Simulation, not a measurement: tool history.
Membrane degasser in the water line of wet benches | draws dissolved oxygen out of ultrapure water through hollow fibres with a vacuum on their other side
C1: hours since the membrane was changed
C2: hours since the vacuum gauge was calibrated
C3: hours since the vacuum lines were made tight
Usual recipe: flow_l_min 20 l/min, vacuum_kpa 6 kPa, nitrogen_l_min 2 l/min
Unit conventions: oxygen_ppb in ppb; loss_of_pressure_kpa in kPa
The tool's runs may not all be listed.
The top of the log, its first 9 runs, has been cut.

run 10 hour=894.4 | flow_l_min=20 vacuum_kpa=13.71 nitrogen_l_min=2.87 | C1=1425 C2=3554 C3=2586 | oxygen_ppb=194 loss_of_pressure_kpa=47.69
run 11 hour=1000.5 | flow_l_min=20 vacuum_kpa=13.71 nitrogen_l_min=2.87 | C1=1531 C2=3660 C3=2693 | oxygen_ppb=197 loss_of_pressure_kpa=48.09
run 12 hour=1144.2 | flow_l_min=20 vacuum_kpa=13.71 nitrogen_l_min=2.87 | C1=1675 C2=3804 C3=2836 | oxygen_ppb=191.1 loss_of_pressure_kpa=48.01
run 13 hour=1252 | flow_l_min=20 vacuum_kpa=13.71 nitrogen_l_min=2.87 | C1=1783 C2=3912 C3=2944 | oxygen_ppb=196 loss_of_pressure_kpa=48.18
run 14 hour=1367.5 | flow_l_min=20 vacuum_kpa=13.71 nitrogen_l_min=2.87 | C1=1898 C2=4027 C3=3060 | oxygen_ppb=193.2 loss_of_pressure_kpa=48.17
run 15 hour=1479.4 | flow_l_min=20 vacuum_kpa=13.71 nitrogen_l_min=2.87 | C1=2010 C2=4139 C3=3171 | oxygen_ppb=198.2 loss_of_pressure_kpa=47.81
run 16 hour=1578.8 | flow_l_min=20 vacuum_kpa=13.71 nitrogen_l_min=2.87 | C1=2109 C2=4239 C3=3271 | oxygen_ppb=194.2 loss_of_pressure_kpa=48.11
run 17 hour=1658.9 | flow_l_min=20 vacuum_kpa=11.47 nitrogen_l_min=2 | C1=2189 C2=4319 C3=3351 | oxygen_ppb=219.1 loss_of_pressure_kpa=48.45
run 18 hour=1752.1 | flow_l_min=20 vacuum_kpa=11.47 nitrogen_l_min=2 | C1=2283 C2=4412 C3=3444 | oxygen_ppb=218.3 loss_of_pressure_kpa=48.86
run 19 hour=1870.8 | flow_l_min=16 vacuum_kpa=5.02 nitrogen_l_min=1.12 | C1=2401 C2=4531 C3=3563 | oxygen_ppb=86.7 loss_of_pressure_kpa=38.92
run 20 hour=1989.8 | flow_l_min=17 vacuum_kpa=6.83 nitrogen_l_min=5.2 | C1=2520 C2=4650 C3=3682 | oxygen_ppb=43.9 loss_of_pressure_kpa=41.39
run 21 hour=2120.8 | flow_l_min=17 vacuum_kpa=6.83 nitrogen_l_min=5.2 | C1=2651 C2=4781 C3=3813 | oxygen_ppb=44 loss_of_pressure_kpa=41.47
run 22 hour=2234.9 | flow_l_min=17 vacuum_kpa=6.83 nitrogen_l_min=5.2 | C1=2765 C2=4895 C3=3927 | oxygen_ppb=44.4 loss_of_pressure_kpa=41.06
run 23 hour=2378.5 | flow_l_min=17 vacuum_kpa=6.83 nitrogen_l_min=5.2 | C1=2909 C2=5038 C3=4071 | oxygen_ppb=43.8 loss_of_pressure_kpa=41.75
run 24 hour=2486 | flow_l_min=18 vacuum_kpa=4.68 nitrogen_l_min=2 | C1=3017 C2=5146 C3=4178 | oxygen_ppb=55.2 loss_of_pressure_kpa=44.18
-- hour=2555 seals of the vacuum lines changed
run 25 hour=2623.1 | flow_l_min=21 vacuum_kpa=3.82 nitrogen_l_min=2.35 | C1=3152 C2=5281 C3=68 | oxygen_ppb=41.8 loss_of_pressure_kpa=51.21
run 26 hour=2706.7 | flow_l_min=21 vacuum_kpa=12.77 nitrogen_l_min=0.89 | C1=3235 C2=5365 C3=152 | oxygen_ppb=517.4 loss_of_pressure_kpa=51.75
run 27 hour=2818.5 | flow_l_min=22 vacuum_kpa=12.77 nitrogen_l_min=1.38 | C1=3347 C2=5476 C3=263 | oxygen_ppb=381.7 loss_of_pressure_kpa=53.73
run 28 hour=2887.6 | flow_l_min=26 vacuum_kpa=12.83 nitrogen_l_min=2 | C1=3416 C2=5546 C3=333 | oxygen_ppb=321.2 loss_of_pressure_kpa=63.36
run 29 hour=2993.5 | flow_l_min=26 vacuum_kpa=9.33 nitrogen_l_min=2 | C1=3522 C2=5651 C3=438 | oxygen_ppb=224.8 loss_of_pressure_kpa=63.68
run 30 hour=3114 | flow_l_min=15 vacuum_kpa=8.44 nitrogen_l_min=1.13 | C1=3643 C2=5772 C3=559 | oxygen_ppb=188.5 loss_of_pressure_kpa=36.97
run 31 hour=3185.5 | flow_l_min=15 vacuum_kpa=10.43 nitrogen_l_min=4.01 | C1=3714 C2=5843 C3=630 | oxygen_ppb=80.3 loss_of_pressure_kpa=36.89
run 32 hour=3275 | flow_l_min=15 vacuum_kpa=10.24 nitrogen_l_min=3.04 | C1=3804 C2=5933 C3=720 | oxygen_ppb=100.3 loss_of_pressure_kpa=37.04
run 33 hour=3363 | flow_l_min=14 vacuum_kpa=6 nitrogen_l_min=3.41 | C1=3892 C2=6021 C3=808 | oxygen_ppb=41.4 loss_of_pressure_kpa=34.81

Forecast each of these 3 alternatives for the next run:
run A hour=3446 | flow_l_min=30 vacuum_kpa=9.08 nitrogen_l_min=2 | C1=3975 C2=6104 C3=891 | oxygen_ppb=? loss_of_pressure_kpa=?
run B hour=3446 | flow_l_min=14 vacuum_kpa=12 nitrogen_l_min=0.89 | C1=3975 C2=6104 C3=891 | oxygen_ppb=? loss_of_pressure_kpa=?
run C hour=3446 | flow_l_min=24 vacuum_kpa=6 nitrogen_l_min=2.4 | C1=3975 C2=6104 C3=891 | oxygen_ppb=? loss_of_pressure_kpa=?

run=A oxygen_ppb=254.8 loss_of_pressure_kpa=74.43
run=B oxygen_ppb=342.5 loss_of_pressure_kpa=34.68
run=C oxygen_ppb=104.8 loss_of_pressure_kpa=59.06
Take away the tool's hidden state, keep each run's random variation, and the runs would have read:
run=A oxygen_ppb=221.2 loss_of_pressure_kpa=70.63
run=B oxygen_ppb=312.8 loss_of_pressure_kpa=32.91
run=C oxygen_ppb=81.1 loss_of_pressure_kpa=56.04
